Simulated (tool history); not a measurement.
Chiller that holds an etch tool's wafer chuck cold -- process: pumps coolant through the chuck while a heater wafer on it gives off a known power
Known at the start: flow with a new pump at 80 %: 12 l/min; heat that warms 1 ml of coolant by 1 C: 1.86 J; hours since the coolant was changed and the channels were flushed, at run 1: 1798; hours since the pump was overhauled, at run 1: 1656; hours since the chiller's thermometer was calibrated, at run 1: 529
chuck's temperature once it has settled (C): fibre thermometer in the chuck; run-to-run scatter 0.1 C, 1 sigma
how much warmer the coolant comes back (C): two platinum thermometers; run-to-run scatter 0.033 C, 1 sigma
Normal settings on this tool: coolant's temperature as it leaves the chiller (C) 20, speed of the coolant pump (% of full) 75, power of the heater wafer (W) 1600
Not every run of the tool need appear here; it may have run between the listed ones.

run    hour  coolant's temperature as it leaves the chiller (C)  speed of the coolant pump (% of full)  power of the heater wafer (W)  hours since the coolant was changed and the channels were flushed  hours since the pump was overhauled  hours since the chiller's thermometer was calibrated  chuck's temperature once it has settled (C)  how much warmer the coolant comes back (C)
  1     0.0                                                  20                                     75                           1600                                                               1798                                 1656                                                   529                                         35.2                                        4.56
  2    80.6                                                  20                                     75                           1600                                                               1879                                 1737                                                   609                                         35.3                                        4.60
  3   132.9                                                  20                                     75                           2066                                                               1931                                 1789                                                   662                                         39.7                                        5.99
  4   236.7                                                  20                                     75                           1560                                                               2035                                 1893                                                   765                                         34.8                                        4.44
  5   341.1                                                  20                                     88                           1560                                                               2139                                 1997                                                   870                                         33.6                                        3.80
  6   395.2                                                  20                                     88                           1560                                                               2194                                 2051                                                   924                                         33.6                                        3.80
  7   455.5                                                  20                                     88                           1161                                                               2254                                 2112                                                   984                                         30.1                                        2.89
  8   521.7                                                  11                                     75                           1600                                                               2320                                 2178                                                  1050                                         26.3                                        4.64
  9   620.8                                                  11                                     75                           1600                                                               2419                                 2277                                                  1149                                         26.3                                        4.53
 10   732.6                                                  11                                     75                           1600                                                               2531                                 2389                                                  1261                                         26.2                                        4.67
 11   835.7                                                  11                                     66                           1600                                                               2634                                 2492                                                  1364                                         27.2                                        5.28
 12   903.7                                                  11                                     72                           1600                                                               2702                                 2560                                                  1432                                         26.8                                        4.83
 13  1013.1                                                  11                                     75                           1604                                                               2811                                 2669                                                  1542                                         26.2                                        4.71
 14  1085.7                                                  10                                     70                            881                                                               2884                                 2742                                                  1614                                         18.5                                        2.78
 15  1197.6                                                  10                                     70                            881                                                               2996                                 2854                                                  1726                                         18.8                                        2.82
 16  1244.7                                                  10                                     70                            881                                                               3043                                 2901                                                  1773                                         18.8                                        2.77
 17  1325.4                                                  10                                     70                            881                                                               3124                                 2982                                                  1854                                         18.8                                        2.78
 18  1385.3                                                  11                                     91                           1040                                                               3184                                 3042                                                  1914                                         19.9                                        2.59
 19  1489.5                                                  20                                     92                           1603                                                               3288                                 3146                                                  2018                                         33.7                                        3.82
 20  1583.4                                                  20                                     92                           1603                                                               3382                                 3240                                                  2112                                         33.8                                        3.83

For some of the steps in how much warmer the coolant comes back (C) from one run to the next: how much would appear even if the tool had no hidden state, given the settings, what came in and random variation, and how much remains for the hidden state plus any gauge scatter that the measured result and the result without hidden state don't share?
The hidden state here: heat passed by the chuck's channels, % of clean ones'; flow at a given pump speed, % of a new pump's; coolant's true temperature over the reading, C; drift of the gauge itself on chuck_c, C; drift of the gauge itself on warmer_back_c, C.
Run 1 -> 2: no setting changed, nothing entered. how much warmer the coolant comes back (C) +0.04: hidden state +0.01, all else +0.03.
Run 7 -> 8: coolant's temperature as it leaves the chiller (C) 20 -> 11, speed of the coolant pump (% of full) 88 -> 75, power of the heater wafer (W) 1161 -> 1600. how much warmer the coolant comes back (C) +1.75: hidden state +0.01, all else +1.74.
Run 13 -> 14: coolant's temperature as it leaves the chiller (C) 11 -> 10, speed of the coolant pump (% of full) 75 -> 70, power of the heater wafer (W) 1604 -> 881. how much warmer the coolant comes back (C) -1.93: hidden state +0.01, all else -1.94.
Run 16 -> 17: no setting changed, nothing entered. how much warmer the coolant comes back (C) +0.01: hidden state +0.02, all else -0.01.
